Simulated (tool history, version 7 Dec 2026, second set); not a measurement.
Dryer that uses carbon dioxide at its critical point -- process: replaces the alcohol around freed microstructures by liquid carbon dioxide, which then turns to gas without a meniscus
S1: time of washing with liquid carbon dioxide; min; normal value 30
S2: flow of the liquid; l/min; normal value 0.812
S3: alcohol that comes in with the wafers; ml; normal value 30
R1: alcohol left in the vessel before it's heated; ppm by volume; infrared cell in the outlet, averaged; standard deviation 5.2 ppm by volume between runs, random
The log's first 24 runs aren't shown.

run     day  S1     S2   S3    R1
 25  23.417  41  0.812   50   130
 26  24.625  34  0.812   28   156
 27  25.396  30  0.738   30   271
 28  26.583  44  0.812   21   120
 29  27.621  44  0.812   21   113
 30  28.388  44   0.72   30   148
 31  29.529  34  0.797   68   307
 32  30.812  23  0.812   58   820
 33  31.892  23  0.812   58   878
 34  32.867  24  0.691   31   669
 35  33.683  24  0.691  109  2173
 36  34.658  24  0.691  109  2172
     34.808  -- inlet filter changed
 37  35.417  43  0.663   86   249
 38  36.433  43  0.663   86   262
 39  37.383  18  0.579   86  3652
 40  37.912  22  0.845   22   338
 41   39.15  22  0.845   22   359
 42  39.792  23  0.812   30   431
 43  40.904  19  1.102   51   514
 44  42.008  40  0.812   30   162
 45  43.312  45  0.722   95   239
 46  43.996  30  0.512   30   749

Consider 5 possible next runs. They are alternatives, not a sequence: every one starts from the tool as it was left by run 46. What does each give?
  A  44.533  24  1.214  30   ?
  B  44.533  29  0.934  67   ?
  C  44.533  35  1.062  73   ?
  D  44.533  28  0.812  30   ?
  E  44.533  19  0.792  68   ?

run    R1
  A   210
  B   354
  C   188
  D   320
  E  1659
Without the tool's unlogged condition, the same runs would have read:
run    R1
  A    57
  B   152
  C    38
  D   137
  E  1207
